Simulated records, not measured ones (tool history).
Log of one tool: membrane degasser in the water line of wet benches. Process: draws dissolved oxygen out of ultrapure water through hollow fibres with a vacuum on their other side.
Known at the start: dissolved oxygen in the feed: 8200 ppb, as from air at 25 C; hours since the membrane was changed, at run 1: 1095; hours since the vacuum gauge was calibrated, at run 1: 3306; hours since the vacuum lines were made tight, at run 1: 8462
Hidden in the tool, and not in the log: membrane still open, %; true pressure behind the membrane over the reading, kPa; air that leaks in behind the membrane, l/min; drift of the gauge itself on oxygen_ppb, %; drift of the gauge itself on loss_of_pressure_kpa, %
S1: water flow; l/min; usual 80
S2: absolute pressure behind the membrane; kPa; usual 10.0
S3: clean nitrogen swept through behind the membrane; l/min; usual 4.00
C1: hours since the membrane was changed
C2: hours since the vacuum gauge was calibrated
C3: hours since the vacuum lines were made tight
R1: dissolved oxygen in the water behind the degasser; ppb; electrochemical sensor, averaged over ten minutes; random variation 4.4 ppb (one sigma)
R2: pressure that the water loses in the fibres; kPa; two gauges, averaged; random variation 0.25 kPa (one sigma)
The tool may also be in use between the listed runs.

run 1 hour=0.0 | S1=80 S2=10.0 S3=4.00 | C1=1095 C2=3306 C3=8462 | R1=572.0 R2=67.14
run 2 hour=48.3 | S1=80 S2=10.0 S3=4.00 | C1=1143 C2=3354 C3=8510 | R1=563.3 R2=66.87
run 3 hour=100.8 | S1=80 S2=10.0 S3=4.00 | C1=1196 C2=3407 C3=8563 | R1=568.8 R2=66.78
run 4 hour=134.8 | S1=80 S2=10.0 S3=4.00 | C1=1230 C2=3441 C3=8597 | R1=562.1 R2=67.23
run 5 hour=169.3 | S1=80 S2=10.0 S3=6.50 | C1=1264 C2=3475 C3=8631 | R1=476.2 R2=67.22
run 6 hour=202.8 | S1=80 S2=10.0 S3=6.50 | C1=1298 C2=3509 C3=8665 | R1=469.5 R2=67.19
-- hour=219.0 vacuum gauge calibrated
run 7 hour=231.5 | S1=80 S2=10.0 S3=6.50 | C1=1326 C2=13 C3=8693 | R1=470.7 R2=67.35
run 8 hour=262.1 | S1=80 S2=10.0 S3=6.50 | C1=1356 C2=43 C3=8723 | R1=471.7 R2=67.04
run 9 hour=301.0 | S1=80 S2=10.0 S3=6.50 | C1=1395 C2=82 C3=8762 | R1=467.8 R2=67.69
run 10 hour=331.9 | S1=80 S2=10.0 S3=6.50 | C1=1426 C2=113 C3=8793 | R1=470.1 R2=67.48
run 11 hour=366.3 | S1=80 S2=10.0 S3=6.50 | C1=1461 C2=147 C3=8828 | R1=474.4 R2=67.68
run 12 hour=421.5 | S1=80 S2=10.0 S3=6.50 | C1=1516 C2=202 C3=8883 | R1=465.8 R2=68.08
run 13 hour=463.5 | S1=80 S2=10.0 S3=6.50 | C1=1558 C2=244 C3=8925 | R1=469.5 R2=68.21
run 14 hour=505.3 | S1=80 S2=10.0 S3=6.50 | C1=1600 C2=286 C3=8967 | R1=480.4 R2=67.82
run 15 hour=540.4 | S1=80 S2=8.1 S3=4.00 | C1=1635 C2=321 C3=9002 | R1=497.1 R2=68.13
run 16 hour=570.7 | S1=55 S2=10.0 S3=3.87 | C1=1665 C2=352 C3=9032 | R1=384.1 R2=46.64

Run 17 comes next. What will it give?
run 17 hour=612.1 | S1=78 S2=21.1 S3=8.17 | C1=1706 C2=393 C3=9073 | R1=? R2=?

Run 17 gave R1 643.2 ppb, R2 66.84 kPa.
Without the tool's hidden state the same run would have given R1 643.1 ppb, R2 65.39 kPa.
